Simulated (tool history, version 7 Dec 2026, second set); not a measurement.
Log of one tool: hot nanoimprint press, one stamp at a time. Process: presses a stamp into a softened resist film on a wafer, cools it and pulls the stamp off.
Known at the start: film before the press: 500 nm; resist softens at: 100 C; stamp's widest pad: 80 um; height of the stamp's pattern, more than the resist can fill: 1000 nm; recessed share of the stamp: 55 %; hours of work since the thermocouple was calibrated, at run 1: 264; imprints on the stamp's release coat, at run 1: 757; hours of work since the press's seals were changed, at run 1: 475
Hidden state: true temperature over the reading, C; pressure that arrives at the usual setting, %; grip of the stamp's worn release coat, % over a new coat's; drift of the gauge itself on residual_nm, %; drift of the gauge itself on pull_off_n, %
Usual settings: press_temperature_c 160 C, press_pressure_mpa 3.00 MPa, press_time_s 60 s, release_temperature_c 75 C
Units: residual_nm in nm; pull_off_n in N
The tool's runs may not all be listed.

run,hour,press_temperature_c,press_pressure_mpa,press_time_s,release_temperature_c,hours of work since the thermocouple was calibrated,imprints on the stamp's release coat,hours of work since the press's seals were changed,residual_nm,pull_off_n
1,0.0,160,3.00,60,75,264,757,475,285.9,106
2,13.3,160,3.00,60,75,272,781,483,287.5,107
3,33.5,150,3.00,60,75,284,819,495,381.1,110
4,48.5,160,4.30,60,75,293,846,503,250.8,109
5,58.4,160,4.30,60,75,298,864,509,250.8,110
6,73.1,160,4.30,60,75,307,892,518,250.9,109
7,88.7,150,4.30,60,75,316,920,527,353.1,110
8,98.5,150,4.30,60,75,322,938,533,349.3,110
9,117.6,165,3.75,76,75,334,973,544,204.8,110
10,129.5,165,3.75,76,75,341,995,551,203.9,109
11,149.3,170,3.75,76,72,352,1032,563,170.9,121
# hour 154.2: plate thermocouple calibrated
12,170.2,170,3.75,76,72,9,1065,574,165.0,118
13,188.8,160,3.24,60,78,21,1099,585,270.9,102
14,201.0,160,3.24,60,78,28,1121,592,270.5,100
# hour 213.3: stamp cleaned and given a new release coat
15,217.1,156,3.00,60,63,34,7,598,316.2,125
16,233.8,160,4.38,60,63,44,38,608,245.2,126

How the hidden state differs across the entries between the runs, from the last listed run before each to the first after it:
Between runs 11 and 12: plate thermocouple calibrated (hour 154.2)
  true temperature over the reading, C: -1.24 -> -0.02; pressure that arrives at the usual setting, %: 96.36 -> 96.29; grip of the stamp's worn release coat, % over a new coat's: 13.7 -> 14.1
  measured less the result without the state, residual_nm: +10.6 -> +3.7 nm; pull_off_n: +17 -> +14 N
Between runs 14 and 15: stamp cleaned and given a new release coat (hour 213.3)
  true temperature over the reading, C: -0.1 -> -0.12; pressure that arrives at the usual setting, %: 96.17 -> 96.14; grip of the stamp's worn release coat, % over a new coat's: 14.9 -> 0.1
  measured less the result without the state, residual_nm: +5.1 -> +5.1 nm; pull_off_n: +13 -> +0 N
